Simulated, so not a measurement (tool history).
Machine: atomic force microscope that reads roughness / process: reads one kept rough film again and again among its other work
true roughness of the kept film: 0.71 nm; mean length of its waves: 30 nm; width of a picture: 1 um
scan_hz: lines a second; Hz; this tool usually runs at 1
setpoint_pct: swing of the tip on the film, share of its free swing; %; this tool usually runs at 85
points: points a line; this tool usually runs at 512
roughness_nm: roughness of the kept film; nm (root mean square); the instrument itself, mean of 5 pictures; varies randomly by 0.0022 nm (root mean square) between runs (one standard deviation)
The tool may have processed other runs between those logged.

run,hour,scan_hz,setpoint_pct,points,roughness_nm
1,0,1,85,512,0.617
2,8.6,1,85,512,0.622
3,19.7,1,85,512,0.616
4,25.6,1,85,512,0.618
5,31.2,1,85,512,0.614
6,37.7,1,75,512,0.646
7,44.5,1,85,512,0.618
8,50.3,1,85,512,0.62
9,57.2,1,85,457,0.618
10,68.4,1,83,512,0.618
11,75.6,1,83,512,0.625
12,82.7,1,83,585,0.625
13,92.4,1,83,585,0.623
14,101.7,1,83,585,0.627
15,110.5,1,83,396,0.623
16,115.5,1.38,85,512,0.589
17,124.6,1.38,85,512,0.592
18,132.9,1.38,85,512,0.589
19,140.3,1.38,85,512,0.596
20,151.1,0.73,63,426,0.675
21,161.7,0.73,68,426,0.672
22,172.4,0.73,80,426,0.648
23,182.7,0.73,80,426,0.648
24,190.5,1,87,695,0.612
25,200.8,1,87,695,0.616
26,208.1,1,87,695,0.615
27,218.6,1,87,695,0.609
28,226.7,1,87,695,0.61
29,235.6,1,87,695,0.608
30,245,0.63,76,348,0.662
31,253.3,0.63,76,348,0.66

The log once held 3 entries between its listed runs, left out of this copy. Where does each go, and what is different about the tool's unlogged condition between the listed run before it and the listed run after it?
Run 3 -> run 4: new tip fitted (hour 25.4)
  radius of the tip, nm: 5.5 -> 5
Run 17 -> run 18: new tip fitted (hour 132.7)
  radius of the tip, nm: 5.5 -> 5
Run 29 -> run 30: new tip fitted (hour 241)
  radius of the tip, nm: 5.5 -> 5
